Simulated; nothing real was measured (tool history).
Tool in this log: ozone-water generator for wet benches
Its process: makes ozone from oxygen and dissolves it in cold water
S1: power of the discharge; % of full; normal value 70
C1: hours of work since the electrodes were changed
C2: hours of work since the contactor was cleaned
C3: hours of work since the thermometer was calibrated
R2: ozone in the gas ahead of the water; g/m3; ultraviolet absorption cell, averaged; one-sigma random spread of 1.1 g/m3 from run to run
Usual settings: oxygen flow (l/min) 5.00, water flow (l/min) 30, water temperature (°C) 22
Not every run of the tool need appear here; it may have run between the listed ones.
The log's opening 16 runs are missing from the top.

Run 17, hour 693.0: usual settings but oxygen flow (l/min) 3.29, water temperature (°C) 14; C1 1273; C2 6979; C3 945. Result: dissolved ozone (ppm) 14.8, R2 232.6 g/m3.
Run 18, hour 746.8: usual settings but oxygen flow (l/min) 3.29, water temperature (°C) 14; C1 1311; C2 7017; C3 982. Result: dissolved ozone (ppm) 15.1, R2 232.2 g/m3.
At hour 754.0: contactor cleaned.
Run 19, hour 776.8: usual settings but oxygen flow (l/min) 3.29, water temperature (°C) 14; C1 1329; C2 16; C3 1000. Result: dissolved ozone (ppm) 14.7, R2 236.4 g/m3.
Run 20, hour 829.4: usual settings but oxygen flow (l/min) 3.29, water temperature (°C) 14; C1 1365; C2 53; C3 1037. Result: dissolved ozone (ppm) 14.7, R2 232.2 g/m3.
Run 21, hour 872.3: usual settings but S1 45 % of full, oxygen flow (l/min) 3.29, water temperature (°C) 20; C1 1395; C2 83; C3 1067. Result: dissolved ozone (ppm) 9.9, R2 161.3 g/m3.
At hour 918.4: contactor cleaned, once more.
Run 22, hour 922.4: usual settings but S1 45 % of full, oxygen flow (l/min) 3.29, water temperature (°C) 20; C1 1428; C2 3; C3 1099. Result: dissolved ozone (ppm) 10.8, R2 162.1 g/m3.
Run 23, hour 956.7: usual settings but S1 45 % of full, oxygen flow (l/min) 3.29, water flow (l/min) 47, water temperature (°C) 20; C1 1452; C2 27; C3 1123. Result: dissolved ozone (ppm) 6.9, R2 163.2 g/m3.
Run 24, hour 1016.8: usual settings but S1 45 % of full, oxygen flow (l/min) 3.29, water flow (l/min) 47, water temperature (°C) 20; C1 1493; C2 69; C3 1165. Result: dissolved ozone (ppm) 7.0, R2 163.0 g/m3.
Run 25, hour 1053.1: usual settings but S1 42 % of full, oxygen flow (l/min) 4.10; C1 1519; C2 94; C3 1190. Result: dissolved ozone (ppm) 10.8, R2 141.1 g/m3.
Run 26, hour 1080.9: usual settings but S1 96 % of full; C1 1538; C2 113; C3 1210. Result: dissolved ozone (ppm) 21.7, R2 257.3 g/m3.
Run 27, hour 1114.6: usual settings but S1 81 % of full, water flow (l/min) 19, water temperature (°C) 18; C1 1562; C2 137; C3 1233. Result: dissolved ozone (ppm) 28.4, R2 222.1 g/m3.
Run 28, hour 1168.8: usual settings but S1 81 % of full, oxygen flow (l/min) 4.74, water flow (l/min) 19, water temperature (°C) 18; C1 1600; C2 175; C3 1271. Result: dissolved ozone (ppm) 27.6, R2 226.9 g/m3.
Run 29, hour 1203.2: usual settings but S1 85 % of full, oxygen flow (l/min) 7.26, water flow (l/min) 41, water temperature (°C) 26; C1 1624; C2 199; C3 1295. Result: dissolved ozone (ppm) 15.9, R2 198.2 g/m3.
Run 30, hour 1241.4: usual settings but S1 85 % of full, oxygen flow (l/min) 7.26, water flow (l/min) 41, water temperature (°C) 26; C1 1650; C2 225; C3 1322. Result: dissolved ozone (ppm) 15.9, R2 199.0 g/m3.
Run 31, hour 1300.1: usual settings but S1 84 % of full, oxygen flow (l/min) 5.92, water flow (l/min) 37, water temperature (°C) 26; C1 1691; C2 266; C3 1363. Result: dissolved ozone (ppm) 16.0, R2 212.3 g/m3.
Run 32, hour 1343.3: usual settings but S1 71 % of full, oxygen flow (l/min) 5.92, water flow (l/min) 29, water temperature (°C) 29; C1 1721; C2 297; C3 1393. Result: dissolved ozone (ppm) 16.3, R2 186.2 g/m3.
Run 33, hour 1401.0: usual settings but S1 96 % of full, oxygen flow (l/min) 5.40, water flow (l/min) 19; C1 1762; C2 337; C3 1433. Result: dissolved ozone (ppm) 31.1, R2 245.9 g/m3.
Run 34, hour 1451.8: usual settings but S1 96 % of full, oxygen flow (l/min) 5.40, water flow (l/min) 19; C1 1797; C2 372; C3 1469. Result: dissolved ozone (ppm) 30.5, R2 245.2 g/m3.

What if the next run were any one of these 3? Each begins from the tool's condition after run 34:
Run A, hour 1480.2: usual settings but water temperature (°C) 25; C1 1817; C2 392; C3 1489. Result: dissolved ozone (ppm) ?, R2 ?.
Run B, hour 1480.2: usual settings but oxygen flow (l/min) 2.55; C1 1817; C2 392; C3 1489. Result: dissolved ozone (ppm) ?, R2 ?.
Run C, hour 1480.2: usual settings but S1 96 % of full, oxygen flow (l/min) 7.61, water flow (l/min) 19; C1 1817; C2 392; C3 1489. Result: dissolved ozone (ppm) ?, R2 ?.

run  dissolved ozone (ppm)     R2
  A                   16.2  194.1
  B                   13.8  255.4
  C                   31.7  217.2
Take away the tool's hidden state, keep each run's random variation, and the runs would have read:
run  dissolved ozone (ppm)     R2
  A                   16.6  198.4
  B                   14.2  261.0
  C                   32.8  223.3

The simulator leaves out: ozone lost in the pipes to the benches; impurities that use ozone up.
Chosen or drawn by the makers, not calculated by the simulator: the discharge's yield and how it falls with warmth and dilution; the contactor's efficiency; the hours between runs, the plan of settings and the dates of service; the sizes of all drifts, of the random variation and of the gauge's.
